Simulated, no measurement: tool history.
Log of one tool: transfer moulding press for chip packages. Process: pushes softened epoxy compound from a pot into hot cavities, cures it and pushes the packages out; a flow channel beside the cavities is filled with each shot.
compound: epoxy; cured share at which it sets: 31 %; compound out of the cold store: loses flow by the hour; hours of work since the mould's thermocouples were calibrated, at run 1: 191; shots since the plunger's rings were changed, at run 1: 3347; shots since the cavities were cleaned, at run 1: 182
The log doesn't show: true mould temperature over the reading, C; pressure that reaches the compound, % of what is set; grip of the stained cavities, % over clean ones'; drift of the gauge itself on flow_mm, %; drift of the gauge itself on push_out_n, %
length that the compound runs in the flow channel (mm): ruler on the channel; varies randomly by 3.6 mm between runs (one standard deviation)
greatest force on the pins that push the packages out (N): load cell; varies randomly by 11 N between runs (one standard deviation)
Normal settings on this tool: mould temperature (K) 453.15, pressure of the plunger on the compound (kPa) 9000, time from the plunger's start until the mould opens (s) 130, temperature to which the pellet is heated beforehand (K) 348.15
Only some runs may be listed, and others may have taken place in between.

run	hour	mould temperature (K)	pressure of the plunger on the compound (kPa)	time from the plunger's start until the mould opens (s)	temperature to which the pellet is heated beforehand (K)	hours of work since the mould's thermocouples were calibrated	shots since the plunger's rings were changed	shots since the cavities were cleaned	incoming compound's hours out of the cold store	length that the compound runs in the flow channel (mm)	greatest force on the pins that push the packages out (N)
1	0	453.15	9000	130	348.15	191	3347	182	9.6	611	651
2	22.9	453.15	9000	126	348.15	206	3567	402	15.7	587	807
# hour 44: cavities cleaned with cleaning compound and waxed
3	48.5	453.15	9000	113	348.15	221	3797	43	11.5	602	726
4	73.1	453.15	9000	113	348.15	237	4032	278	47.5	493	769
5	94.1	453.15	9000	113	355.15	251	4234	480	45	494	838
# hour 106.9: cavities cleaned with cleaning compound and waxed
6	116.2	453.15	9000	123	348.15	264	4431	89	35.5	517	627
7	131	453.15	9000	130	348.15	274	4574	232	8.9	604	691
8	148.6	453.15	9580	130	348.15	285	4741	399	29.1	557	724
# hour 169.9: cavities cleaned with cleaning compound and waxed
9	175.4	453.15	9000	130	348.15	301	4984	53	12.6	590	552
# hour 179.2: mould's thermocouples calibrated
# hour 196.7: plunger's sealing rings changed
10	196.9	453.15	9000	130	348.15	10	2	216	39	531	656
11	216.9	453.15	9000	130	348.15	23	194	408	39.3	526	743
12	233.2	453.15	9000	130	348.15	33	349	563	12.5	612	846
# hour 238.2: cavities cleaned with cleaning compound and waxed
13	255	451.15	9000	130	348.15	46	544	160	33.8	546	692
14	275.8	451.15	9000	130	348.15	60	743	359	35.1	540	806
15	288.2	451.15	9000	130	348.15	68	862	478	39	528	823
# hour 297.5: mould's thermocouples calibrated, once more
# hour 304.1: cavities cleaned with cleaning compound and waxed
16	313.7	449.15	7950	130	348.15	9	1073	92	10.2	592	727
17	337.1	453.15	10140	130	357.15	25	1297	316	9.8	658	719
18	360.4	457.15	10540	130	348.15	40	1520	539	35.4	572	653
# hour 366.9: cavities cleaned with cleaning compound and waxed
19	373.8	458.15	10540	158	348.15	47	1634	65	36.4	562	470
20	393.2	458.15	10540	158	348.15	60	1820	251	29.4	587	561
21	415.4	458.15	10540	158	348.15	74	2033	464	16.9	627	624
# hour 429.6: cavities cleaned with cleaning compound and waxed
22	442.2	458.15	10540	158	348.15	90	2276	122	45.7	527	483
23	457	458.15	10540	123	342.15	100	2417	263	19.2	624	600
24	473.1	447.15	10540	123	357.15	110	2571	417	21.8	625	1131
# hour 493: cavities cleaned with cleaning compound and waxed
25	495.9	447.15	10540	123	357.15	124	2775	28	27.6	604	826
26	514.5	453.15	9000	159	348.15	136	2954	207	16.6	586	559
27	539.3	453.15	10450	113	350.15	152	3191	444	26.6	590	908

Some steps in length that the compound runs in the flow channel (mm), run to run, broken into two amounts with sign: the step expected even without the hidden condition (settings, incoming material, random variation), and the rest, left for the hidden condition together with whatever gauge scatter is not in both the measured and the hidden-condition-free result:
Run 3 -> 4: no setting changed, nothing entered. length that the compound runs in the flow channel (mm) -109: hidden state +3, all else -112.
Run 6 -> 7: time from the plunger's start until the mould opens (s) 123 -> 130. length that the compound runs in the flow channel (mm) +87: hidden state -5, all else +92.
Run 9 -> 10: mould's thermocouples calibrated, plunger's sealing rings changed. length that the compound runs in the flow channel (mm) -59: hidden state +25, all else -84.
Run 21 -> 22: cavities cleaned with cleaning compound and waxed. length that the compound runs in the flow channel (mm) -100: hidden state +1, all else -101.

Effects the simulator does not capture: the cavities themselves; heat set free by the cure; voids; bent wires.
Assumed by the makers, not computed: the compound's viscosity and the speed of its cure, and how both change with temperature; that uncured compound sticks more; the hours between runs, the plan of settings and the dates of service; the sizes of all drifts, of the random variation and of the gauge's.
